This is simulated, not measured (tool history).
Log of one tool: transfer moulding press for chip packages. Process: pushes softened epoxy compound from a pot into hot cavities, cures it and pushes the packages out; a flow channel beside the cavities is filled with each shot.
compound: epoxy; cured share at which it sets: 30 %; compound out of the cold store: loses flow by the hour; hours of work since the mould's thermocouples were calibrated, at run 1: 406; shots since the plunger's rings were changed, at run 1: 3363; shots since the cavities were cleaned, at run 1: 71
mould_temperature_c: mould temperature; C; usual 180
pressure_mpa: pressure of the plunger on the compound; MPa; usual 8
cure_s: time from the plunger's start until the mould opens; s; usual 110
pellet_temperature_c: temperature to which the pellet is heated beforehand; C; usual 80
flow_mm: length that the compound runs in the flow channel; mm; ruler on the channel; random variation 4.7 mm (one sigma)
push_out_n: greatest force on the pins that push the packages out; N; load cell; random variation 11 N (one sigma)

run,hour,mould_temperature_c,pressure_mpa,cure_s,pellet_temperature_c,hours of work since the mould's thermocouples were calibrated,shots since the plunger's rings were changed,shots since the cavities were cleaned,incoming compound's hours out of the cold store,flow_mm,push_out_n
1,0,180,8,110,80,406,3363,71,12,779,640
# hour 28.9: plunger's sealing rings changed
2,58.2,180,8,110,80,440,277,597,41.4,710,750
# hour 76.7: cavities cleaned with cleaning compound and waxed
3,124.8,180,8,110,80,479,891,454,11.8,804,777
# hour 157: cavities cleaned with cleaning compound and waxed
# hour 185.6: mould's thermocouples calibrated
4,201.8,180,8,110,80,10,1584,404,16,782,704
# hour 240.3: cavities cleaned with cleaning compound and waxed
5,264.7,180,8,110,80,47,2163,229,19,767,638
# hour 322.5: cavities cleaned with cleaning compound and waxed
6,326.2,180,8,110,80,83,2730,35,46.2,688,483
7,376,180,8,110,80,113,3200,505,18.8,767,723
# hour 402.7: cavities cleaned with cleaning compound and waxed
# hour 423.6: plunger's sealing rings changed
8,454.8,180,7.48,110,80,159,295,469,8.4,798,709
# hour 486: cavities cleaned with cleaning compound and waxed
# hour 509.5: mould's thermocouples calibrated, once more
9,509.5,180,7.48,110,80,0,778,203,27.4,731,679
# hour 569.5: cavities cleaned with cleaning compound and waxed
10,576.2,180,8,110,80,39,1392,63,25.7,764,593
11,607.1,174,8,110,80,58,1684,355,8.5,840,1258
12,639.4,174,8,110,80,78,1989,660,23.3,779,1251
# hour 652.5: cavities cleaned with cleaning compound and waxed
13,715.1,174,8,110,80,123,2689,591,16.4,799,1335
# hour 733: cavities cleaned with cleaning compound and waxed
14,782.9,174,8,110,80,163,3314,471,34.5,743,1134
# hour 814.9: cavities cleaned with cleaning compound and waxed
# hour 822.8: plunger's sealing rings changed
15,846.8,180,7.06,118,75,199,227,278,33,697,600
# hour 896.8: cavities cleaned with cleaning compound and waxed
16,902.3,183,9.86,129,79,232,737,53,25.5,832,412
17,953.1,180,7.67,129,79,263,1215,531,11,786,647
# hour 977.3: cavities cleaned with cleaning compound and waxed
18,1002.8,185,8,97,80,292,1670,241,32.6,721,644
19,1038.7,177,8,97,83,314,2009,580,12.5,804,1299
# hour 1057.2: cavities cleaned with cleaning compound and waxed
20,1084.2,173,6.26,110,79,340,2424,255,10.9,731,1155
# hour 1141.5: cavities cleaned with cleaning compound and waxed
21,1158.9,183,9.63,120,80,384,3115,164,40.6,757,510
22,1196.9,183,9.63,120,80,407,3473,522,43.6,742,598
# hour 1215.9: plunger's sealing rings changed
# hour 1224: cavities cleaned with cleaning compound and waxed
23,1260.2,183,9.96,101,84,443,404,342,19.3,861,721
# hour 1303.5: cavities cleaned with cleaning compound and waxed
24,1328.4,173,6.27,135,87,484,1033,234,15.4,717,700

Hidden state at the last listed run before each entry between runs and at the first one after, where it differs:
Between runs 1 and 2: plunger's sealing rings changed (hour 28.9)
  true mould temperature over the reading, C: 1 -> 1.08; pressure that reaches the compound, % of what is set: 93.74 -> 99.29; grip of the stained cavities, % over clean ones': 17.4 -> 60.2
  measured less the result without the state, flow_mm: -29 -> -6 mm; push_out_n: +58 -> +252 N
Between runs 2 and 3: cavities cleaned with cleaning compound and waxed (hour 76.7)
  true mould temperature over the reading, C: 1.08 -> 1.18; pressure that reaches the compound, % of what is set: 99.29 -> 98.22; grip of the stained cavities, % over clean ones': 60.2 -> 53.1
  measured less the result without the state, flow_mm: -6 -> -11 mm; push_out_n: +252 -> +229 N
Between runs 3 and 4: cavities cleaned with cleaning compound and waxed (hour 157); mould's thermocouples calibrated (hour 185.6)
  true mould temperature over the reading, C: 1.18 -> 1.86; pressure that reaches the compound, % of what is set: 98.22 -> 96.9; grip of the stained cavities, % over clean ones': 53.1 -> 49.4
  measured less the result without the state, flow_mm: -11 -> -17 mm; push_out_n: +229 -> +175 N
Between runs 4 and 5: cavities cleaned with cleaning compound and waxed (hour 240.3)
  true mould temperature over the reading, C: 1.86 -> 1.95; pressure that reaches the compound, % of what is set: 96.9 -> 95.85; grip of the stained cavities, % over clean ones': 49.4 -> 35.5
  measured less the result without the state, flow_mm: -17 -> -21 mm; push_out_n: +175 -> +109 N
Between runs 5 and 6: cavities cleaned with cleaning compound and waxed (hour 322.5)
  true mould temperature over the reading, C: 1.95 -> 2.04; pressure that reaches the compound, % of what is set: 95.85 -> 94.82; grip of the stained cavities, % over clean ones': 35.5 -> 7.6
  measured less the result without the state, flow_mm: -21 -> -24 mm; push_out_n: +109 -> -16 N
Between runs 7 and 8: cavities cleaned with cleaning compound and waxed (hour 402.7); plunger's sealing rings changed (hour 423.6)
  true mould temperature over the reading, C: 2.11 -> 2.23; pressure that reaches the compound, % of what is set: 93.92 -> 99.3; grip of the stained cavities, % over clean ones': 55 -> 52.8
  measured less the result without the state, flow_mm: -30 -> -9 mm; push_out_n: +193 -> +178 N
Between runs 8 and 9: cavities cleaned with cleaning compound and waxed (hour 486); mould's thermocouples calibrated, once more (hour 509.5)
  true mould temperature over the reading, C: 2.23 -> 0.21; pressure that reaches the compound, % of what is set: 99.3 -> 98.38; grip of the stained cavities, % over clean ones': 52.8 -> 32.7
  measured less the result without the state, flow_mm: -9 -> -6 mm; push_out_n: +178 -> +160 N
Between runs 9 and 10: cavities cleaned with cleaning compound and waxed (hour 569.5)
  true mould temperature over the reading, C: 0.21 -> 0.3; pressure that reaches the compound, % of what is set: 98.38 -> 97.26; grip of the stained cavities, % over clean ones': 32.7 -> 13.1
  measured less the result without the state, flow_mm: -6 -> -11 mm; push_out_n: +160 -> +58 N
Between runs 12 and 13: cavities cleaned with cleaning compound and waxed (hour 652.5)
  true mould temperature over the reading, C: 0.39 -> 0.5; pressure that reaches the compound, % of what is set: 96.15 -> 94.82; grip of the stained cavities, % over clean ones': 61.5 -> 60.6
  measured less the result without the state, flow_mm: -16 -> -23 mm; push_out_n: +453 -> +469 N
Between runs 13 and 14: cavities cleaned with cleaning compound and waxed (hour 733)
  true mould temperature over the reading, C: 0.5 -> 0.6; pressure that reaches the compound, % of what is set: 94.82 -> 93.67; grip of the stained cavities, % over clean ones': 60.6 -> 53.5
  measured less the result without the state, flow_mm: -23 -> -26 mm; push_out_n: +469 -> +361 N
Between runs 14 and 15: cavities cleaned with cleaning compound and waxed (hour 814.9); plunger's sealing rings changed (hour 822.8)
  true mould temperature over the reading, C: 0.6 -> 0.69; pressure that reaches the compound, % of what is set: 93.67 -> 99.17; grip of the stained cavities, % over clean ones': 53.5 -> 38.9
  measured less the result without the state, flow_mm: -26 -> -4 mm; push_out_n: +361 -> +153 N
Between runs 15 and 16: cavities cleaned with cleaning compound and waxed (hour 896.8)
  true mould temperature over the reading, C: 0.69 -> 0.78; pressure that reaches the compound, % of what is set: 99.17 -> 98.19; grip of the stained cavities, % over clean ones': 38.9 -> 8.9
  measured less the result without the state, flow_mm: -4 -> -10 mm; push_out_n: +153 -> +29 N
Between runs 17 and 18: cavities cleaned with cleaning compound and waxed (hour 977.3)
  true mould temperature over the reading, C: 0.86 -> 0.94; pressure that reaches the compound, % of what is set: 97.28 -> 96.42; grip of the stained cavities, % over clean ones': 55.6 -> 36.8
  measured less the result without the state, flow_mm: -14 -> -16 mm; push_out_n: +219 -> +152 N
Between runs 19 and 20: cavities cleaned with cleaning compound and waxed (hour 1057.2)
  true mould temperature over the reading, C: 0.99 -> 1.06; pressure that reaches the compound, % of what is set: 95.82 -> 95.03; grip of the stained cavities, % over clean ones': 59.2 -> 38.8
  measured less the result without the state, flow_mm: -21 -> -22 mm; push_out_n: +418 -> +251 N
Between runs 20 and 21: cavities cleaned with cleaning compound and waxed (hour 1141.5)
  true mould temperature over the reading, C: 1.06 -> 1.17; pressure that reaches the compound, % of what is set: 95.03 -> 93.74; grip of the stained cavities, % over clean ones': 38.8 -> 30.6
  measured less the result without the state, flow_mm: -22 -> -27 mm; push_out_n: +251 -> +108 N
Between runs 22 and 23: plunger's sealing rings changed (hour 1215.9); cavities cleaned with cleaning compound and waxed (hour 1224)
  true mould temperature over the reading, C: 1.22 -> 1.31; pressure that reaches the compound, % of what is set: 93.05 -> 99.23; grip of the stained cavities, % over clean ones': 58 -> 43.4
  measured less the result without the state, flow_mm: -30 -> -8 mm; push_out_n: +209 -> +181 N
Between runs 23 and 24: cavities cleaned with cleaning compound and waxed (hour 1303.5)
  true mould temperature over the reading, C: 1.31 -> 1.4; pressure that reaches the compound, % of what is set: 99.23 -> 98.08; grip of the stained cavities, % over clean ones': 43.4 -> 34
  measured less the result without the state, flow_mm: -8 -> -11 mm; push_out_n: +181 -> +125 N

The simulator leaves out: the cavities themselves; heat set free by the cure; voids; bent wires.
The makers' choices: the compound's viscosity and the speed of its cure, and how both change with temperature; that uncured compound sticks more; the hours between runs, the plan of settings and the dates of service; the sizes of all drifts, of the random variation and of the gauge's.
